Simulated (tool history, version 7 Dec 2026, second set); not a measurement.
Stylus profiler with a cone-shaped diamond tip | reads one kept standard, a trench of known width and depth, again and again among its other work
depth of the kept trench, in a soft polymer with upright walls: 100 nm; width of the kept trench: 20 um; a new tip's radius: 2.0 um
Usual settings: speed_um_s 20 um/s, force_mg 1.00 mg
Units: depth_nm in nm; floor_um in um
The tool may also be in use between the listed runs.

run     day  speed_um_s  force_mg  depth_nm  floor_um
  1   0.000          20      1.00     99.99     17.90
  2   1.400          20      2.87    100.74     17.87
  3   2.896          20      1.00     99.86     17.79
  4   4.438          20      1.94    100.32     17.87
  5   5.796          20      1.94    100.27     17.84
      5.950  -- height scale calibrated on a step standard
  6   6.779           7      1.00     99.65     17.92
  7   8.412          75      0.62     99.38     17.22
     10.133  -- height scale calibrated on a step standard, once more
  8  10.475           9      0.62    100.51     17.85
  9  12.608          58      0.82    100.57     17.43
 10  13.917          46      1.00    100.50     17.60

Forecast each of these 5 alternatives for the next run:
     15.667  -- new tip fitted, height scale calibrated
  A  15.879          21      2.86         ?         ?
     15.667  -- new tip fitted, height scale calibrated
  B  15.879          35      0.54         ?         ?
     15.667  -- new tip fitted, height scale calibrated
  C  15.879           9      1.00         ?         ?
     15.667  -- new tip fitted, height scale calibrated
  D  15.879          19      0.55         ?         ?
     15.667  -- new tip fitted, height scale calibrated
  E  15.879          21      1.19         ?         ?

run  depth_nm  floor_um
  A    101.26     18.63
  B    100.48     18.43
  C    100.60     18.66
  D    100.39     18.51
  E    100.62     18.60
Without the tool's hidden state the same runs would have given:
run  depth_nm  floor_um
  A    101.24     18.64
  B    100.47     18.44
  C    100.59     18.67
  D    100.38     18.52
  E    100.60     18.61
